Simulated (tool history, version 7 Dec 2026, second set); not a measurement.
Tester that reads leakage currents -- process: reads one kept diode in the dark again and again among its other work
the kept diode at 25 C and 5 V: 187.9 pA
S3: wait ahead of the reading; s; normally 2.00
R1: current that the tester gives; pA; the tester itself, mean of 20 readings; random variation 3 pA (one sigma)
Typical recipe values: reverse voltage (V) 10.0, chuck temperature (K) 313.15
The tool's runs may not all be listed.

run 1 hour=0.0 | reverse_voltage_(V)=10.0 chuck_temperature_(K)=313.15 S3=2.00 | R1=972.65
run 2 hour=176.1 | reverse_voltage_(V)=10.0 chuck_temperature_(K)=313.15 S3=0.34 | R1=968.62
-- hour=377.9 tester calibrated
run 3 hour=458.9 | reverse_voltage_(V)=10.0 chuck_temperature_(K)=313.15 S3=0.34 | R1=961.86
run 4 hour=688.1 | reverse_voltage_(V)=10.0 chuck_temperature_(K)=313.15 S3=3.18 | R1=936.22
-- hour=738.6 probe card cleaned and baked
run 5 hour=967.2 | reverse_voltage_(V)=5.4 chuck_temperature_(K)=313.15 S3=2.00 | R1=682.07
run 6 hour=1132.8 | reverse_voltage_(V)=10.9 chuck_temperature_(K)=313.15 S3=2.00 | R1=922.91
run 7 hour=1310.0 | reverse_voltage_(V)=10.0 chuck_temperature_(K)=313.15 S3=2.00 | R1=878.34
run 8 hour=1512.9 | reverse_voltage_(V)=10.0 chuck_temperature_(K)=313.15 S3=0.67 | R1=865.56
run 9 hour=1748.3 | reverse_voltage_(V)=10.0 chuck_temperature_(K)=313.15 S3=0.67 | R1=851.51
run 10 hour=1906.8 | reverse_voltage_(V)=10.0 chuck_temperature_(K)=313.15 S3=0.67 | R1=838.82
-- hour=2049.7 chuck's temperature calibrated
run 11 hour=2049.7 | reverse_voltage_(V)=10.0 chuck_temperature_(K)=309.15 S3=0.67 | R1=720.28
run 12 hour=2170.9 | reverse_voltage_(V)=10.0 chuck_temperature_(K)=309.15 S3=0.67 | R1=708.50
run 13 hour=2309.8 | reverse_voltage_(V)=10.0 chuck_temperature_(K)=309.15 S3=0.67 | R1=704.89
-- hour=2400.5 probe card cleaned and baked
run 14 hour=2560.5 | reverse_voltage_(V)=10.0 chuck_temperature_(K)=309.15 S3=0.67 | R1=679.78
run 15 hour=2804.7 | reverse_voltage_(V)=10.0 chuck_temperature_(K)=313.15 S3=0.92 | R1=943.08
run 16 hour=2956.5 | reverse_voltage_(V)=10.0 chuck_temperature_(K)=313.15 S3=0.92 | R1=923.33
run 17 hour=3234.2 | reverse_voltage_(V)=10.0 chuck_temperature_(K)=313.15 S3=0.92 | R1=910.71
run 18 hour=3479.8 | reverse_voltage_(V)=10.0 chuck_temperature_(K)=313.15 S3=2.00 | R1=885.83
run 19 hour=3594.5 | reverse_voltage_(V)=10.0 chuck_temperature_(K)=310.15 S3=6.67 | R1=679.07
run 20 hour=3711.2 | reverse_voltage_(V)=15.6 chuck_temperature_(K)=313.15 S3=2.27 | R1=1067.68
run 21 hour=3927.6 | reverse_voltage_(V)=15.6 chuck_temperature_(K)=313.15 S3=2.27 | R1=1053.37
-- hour=4059.6 probe card cleaned and baked
run 22 hour=4104.9 | reverse_voltage_(V)=15.6 chuck_temperature_(K)=313.15 S3=2.27 | R1=1016.33
-- hour=4259.4 chuck's temperature calibrated
run 23 hour=4289.3 | reverse_voltage_(V)=7.6 chuck_temperature_(K)=319.15 S3=2.00 | R1=1453.65
run 24 hour=4564.5 | reverse_voltage_(V)=7.6 chuck_temperature_(K)=319.15 S3=2.00 | R1=1411.66
run 25 hour=4730.5 | reverse_voltage_(V)=7.6 chuck_temperature_(K)=319.15 S3=2.00 | R1=1388.03
run 26 hour=4903.3 | reverse_voltage_(V)=7.6 chuck_temperature_(K)=320.15 S3=0.51 | R1=1505.95
run 27 hour=5053.5 | reverse_voltage_(V)=10.0 chuck_temperature_(K)=313.15 S3=0.54 | R1=934.54
run 28 hour=5324.0 | reverse_voltage_(V)=3.9 chuck_temperature_(K)=305.15 S3=1.70 | R1=291.23
run 29 hour=5440.5 | reverse_voltage_(V)=11.6 chuck_temperature_(K)=305.15 S3=2.64 | R1=476.43
run 30 hour=5618.7 | reverse_voltage_(V)=11.6 chuck_temperature_(K)=305.15 S3=2.64 | R1=472.77
-- hour=5727.9 probe card cleaned and baked
run 31 hour=5749.2 | reverse_voltage_(V)=1.3 chuck_temperature_(K)=303.15 S3=7.04 | R1=139.02
run 32 hour=5910.1 | reverse_voltage_(V)=11.5 chuck_temperature_(K)=317.15 S3=3.18 | R1=1281.08
run 33 hour=6116.0 | reverse_voltage_(V)=11.5 chuck_temperature_(K)=317.15 S3=3.18 | R1=1264.01
run 34 hour=6291.4 | reverse_voltage_(V)=1.8 chuck_temperature_(K)=329.15 S3=5.73 | R1=1420.94
-- hour=6477.3 chuck's temperature calibrated
run 35 hour=6560.5 | reverse_voltage_(V)=9.7 chuck_temperature_(K)=313.15 S3=1.80 | R1=976.01
run 36 hour=6684.6 | reverse_voltage_(V)=9.7 chuck_temperature_(K)=313.15 S3=1.80 | R1=966.12

What would each run have given without the hidden state, its run-to-run variation left as it was?
What the log doesn't record here: stray current of the dirty probe card, pA a volt; current scale over the true one, %; true chuck temperature over the reading, C; drift of the gauge itself on leakage_pa, %.
run=1 R1=1004.65
run=2 R1=1015.31
run=3 R1=1010.87
run=4 R1=1003.65
run=5 R1=756.86
run=6 R1=1038.95
run=7 R1=1003.70
run=8 R1=1005.20
run=9 R1=1008.12
run=10 R1=1007.76
run=11 R1=714.08
run=12 R1=709.29
run=13 R1=714.24
run=14 R1=712.52
run=15 R1=1006.96
run=16 R1=998.75
run=17 R1=1009.14
run=18 R1=1002.14
run=19 R1=774.33
run=20 R1=1226.40
run=21 R1=1230.64
run=22 R1=1223.02
run=23 R1=1469.46
run=24 R1=1463.12
run=25 R1=1459.35
run=26 R1=1606.01
run=27 R1=1007.42
run=28 R1=321.96
run=29 R1=527.32
run=30 R1=530.45
run=31 R1=161.98
run=32 R1=1494.99
run=33 R1=1499.06
run=34 R1=1693.93
run=35 R1=990.06
run=36 R1=989.98

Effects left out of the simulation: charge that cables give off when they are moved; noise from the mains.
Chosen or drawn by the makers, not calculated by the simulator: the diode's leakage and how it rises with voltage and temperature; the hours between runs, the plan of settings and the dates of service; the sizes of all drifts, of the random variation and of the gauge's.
